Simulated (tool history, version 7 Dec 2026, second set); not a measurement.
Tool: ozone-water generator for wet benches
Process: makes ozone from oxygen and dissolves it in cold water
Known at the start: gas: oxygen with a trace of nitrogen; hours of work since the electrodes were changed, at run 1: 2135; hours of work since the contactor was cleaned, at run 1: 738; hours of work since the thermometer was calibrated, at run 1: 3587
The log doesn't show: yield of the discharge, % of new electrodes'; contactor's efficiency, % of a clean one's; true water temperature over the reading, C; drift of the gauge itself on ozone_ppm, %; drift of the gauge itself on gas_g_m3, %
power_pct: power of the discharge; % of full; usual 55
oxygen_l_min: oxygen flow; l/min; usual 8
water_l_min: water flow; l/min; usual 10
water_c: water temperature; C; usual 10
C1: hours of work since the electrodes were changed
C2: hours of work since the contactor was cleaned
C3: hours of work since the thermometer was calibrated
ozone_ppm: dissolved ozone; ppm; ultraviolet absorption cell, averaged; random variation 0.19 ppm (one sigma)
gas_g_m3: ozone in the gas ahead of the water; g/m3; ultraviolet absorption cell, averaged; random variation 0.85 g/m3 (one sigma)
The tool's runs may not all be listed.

Run 1, day 0: usual settings; C1 2135; C2 738; C3 3587. Result: ozone_ppm 24.6 ppm, gas_g_m3 129.9 g/m3.
Run 2, day 1.767: usual settings; C1 2174; C2 777; C3 3626. Result: ozone_ppm 24.6 ppm, gas_g_m3 130 g/m3.
Run 3, day 3.117: usual settings; C1 2204; C2 807; C3 3656. Result: ozone_ppm 24.5 ppm, gas_g_m3 129.3 g/m3.
Run 4, day 4.354: usual settings; C1 2231; C2 835; C3 3684. Result: ozone_ppm 24.5 ppm, gas_g_m3 130.4 g/m3.
Run 5, day 6.812: usual settings; C1 2286; C2 889; C3 3739. Result: ozone_ppm 24.2 ppm, gas_g_m3 130.5 g/m3.
Run 6, day 8.617: usual settings but water_l_min 12 l/min; C1 2326; C2 929; C3 3779. Result: ozone_ppm 22.1 ppm, gas_g_m3 129 g/m3.
Run 7, day 9.921: usual settings but water_l_min 12 l/min; C1 2355; C2 958; C3 3808. Result: ozone_ppm 22.1 ppm, gas_g_m3 130.5 g/m3.
Run 8, day 11.729: usual settings but water_l_min 12 l/min; C1 2395; C2 998; C3 3848. Result: ozone_ppm 21.8 ppm, gas_g_m3 129.4 g/m3.
Run 9, day 12.983: usual settings but water_l_min 12 l/min; C1 2423; C2 1026; C3 3876. Result: ozone_ppm 21.9 ppm, gas_g_m3 128.8 g/m3.
Run 10, day 14.046: usual settings but water_l_min 12 l/min, water_c 18 C; C1 2447; C2 1050; C3 3899. Result: ozone_ppm 18.3 ppm, gas_g_m3 128.7 g/m3.
Run 11, day 16.267: usual settings; C1 2496; C2 1099; C3 3949. Result: ozone_ppm 24.2 ppm, gas_g_m3 127.5 g/m3.
Run 12, day 18.771: usual settings; C1 2552; C2 1155; C3 4004. Result: ozone_ppm 24.1 ppm, gas_g_m3 129.2 g/m3.
At day 19.558: water thermometer calibrated.
Run 13, day 21.196: usual settings; C1 2605; C2 1208; C3 36. Result: ozone_ppm 24.5 ppm, gas_g_m3 129.4 g/m3.
Run 14, day 23.417: usual settings; C1 2655; C2 1258; C3 86. Result: ozone_ppm 24.2 ppm, gas_g_m3 127.2 g/m3.
Run 15, day 25.704: usual settings; C1 2706; C2 1309; C3 137. Result: ozone_ppm 24.1 ppm, gas_g_m3 129.1 g/m3.
Run 16, day 27.342: usual settings; C1 2742; C2 1345; C3 173. Result: ozone_ppm 23.8 ppm, gas_g_m3 128.8 g/m3.
Run 17, day 29.504: usual settings but power_pct 71 % of full, water_c 7 C; C1 2790; C2 1393; C3 221. Result: ozone_ppm 29.3 ppm, gas_g_m3 146 g/m3.
Run 18, day 31.538: usual settings but power_pct 71 % of full, water_c 7 C; C1 2835; C2 1438; C3 266. Result: ozone_ppm 28.9 ppm, gas_g_m3 144.6 g/m3.
Run 19, day 34.012: usual settings but oxygen_l_min 8.51 l/min, water_c 7 C; C1 2890; C2 1493; C3 321. Result: ozone_ppm 25.8 ppm, gas_g_m3 125.3 g/m3.
Run 20, day 35.308: usual settings but power_pct 60 % of full; C1 2919; C2 1522; C3 350. Result: ozone_ppm 25 ppm, gas_g_m3 132.2 g/m3.
Run 21, day 36.762: usual settings but power_pct 60 % of full; C1 2951; C2 1555; C3 382. Result: ozone_ppm 24.9 ppm, gas_g_m3 133.3 g/m3.
Run 22, day 38.425: usual settings but power_pct 60 % of full; C1 2988; C2 1591; C3 419. Result: ozone_ppm 25.2 ppm, gas_g_m3 132.8 g/m3.
Run 23, day 40.771: usual settings but power_pct 49 % of full, water_c 5 C; C1 3041; C2 1644; C3 471. Result: ozone_ppm 25 ppm, gas_g_m3 120.1 g/m3.
Run 24, day 42.279: usual settings but power_pct 49 % of full, water_c 5 C; C1 3074; C2 1677; C3 505. Result: ozone_ppm 24.6 ppm, gas_g_m3 120.8 g/m3.
Run 25, day 44.508: usual settings but power_pct 49 % of full, oxygen_l_min 6.74 l/min, water_c 11 C; C1 3124; C2 1727; C3 555. Result: ozone_ppm 22.1 ppm, gas_g_m3 127.4 g/m3.
Run 26, day 46.471: usual settings but power_pct 49 % of full, oxygen_l_min 6.74 l/min, water_c 11 C; C1 3167; C2 1770; C3 598. Result: ozone_ppm 22.2 ppm, gas_g_m3 126.4 g/m3.
Run 27, day 48.012: usual settings but power_pct 49 % of full, oxygen_l_min 6.74 l/min, water_c 11 C; C1 3201; C2 1805; C3 632. Result: ozone_ppm 22 ppm, gas_g_m3 126.5 g/m3.
Run 28, day 49.95: usual settings but power_pct 49 % of full, oxygen_l_min 6.74 l/min, water_c 11 C; C1 3245; C2 1848; C3 676. Result: ozone_ppm 22 ppm, gas_g_m3 126.2 g/m3.
Run 29, day 51.35: usual settings but power_pct 49 % of full, oxygen_l_min 6.74 l/min, water_c 16 C; C1 3276; C2 1879; C3 707. Result: ozone_ppm 19.9 ppm, gas_g_m3 126.2 g/m3.
Run 30, day 52.746: usual settings but power_pct 49 % of full, oxygen_l_min 6.74 l/min, water_l_min 7 l/min, water_c 13 C; C1 3307; C2 1910; C3 738. Result: ozone_ppm 25.2 ppm, gas_g_m3 126.9 g/m3.
Run 31, day 54.492: usual settings but water_l_min 7 l/min, water_c 9 C; C1 3346; C2 1949; C3 777. Result: ozone_ppm 28.7 ppm, gas_g_m3 127.4 g/m3.
Run 32, day 55.896: usual settings but power_pct 69 % of full, oxygen_l_min 4.19 l/min; C1 3377; C2 1980; C3 808. Result: ozone_ppm 25 ppm, gas_g_m3 176.2 g/m3.

Hidden state or all else? Some run-to-run changes of ozone_ppm, split into what the settings, what came in and random variation would give without the hidden state, and what is left for the hidden state (with any gauge scatter that isn't in both results):
Run 10 -> 11: water_l_min 12 -> 10, water_c 18 -> 10. ozone_ppm +5.9 ppm: hidden state -0.5, all else +6.4.
Run 16 -> 17: power_pct 55 -> 71, water_c 10 -> 7. ozone_ppm +5.5 ppm: hidden state -0.8, all else +6.3.
Run 18 -> 19: power_pct 71 -> 55, oxygen_l_min 8 -> 8.51. ozone_ppm -3.1 ppm: hidden state +0.5, all else -3.6.
Run 29 -> 30: water_l_min 10 -> 7, water_c 16 -> 13. ozone_ppm +5.3 ppm: hidden state -0.5, all else +5.8.
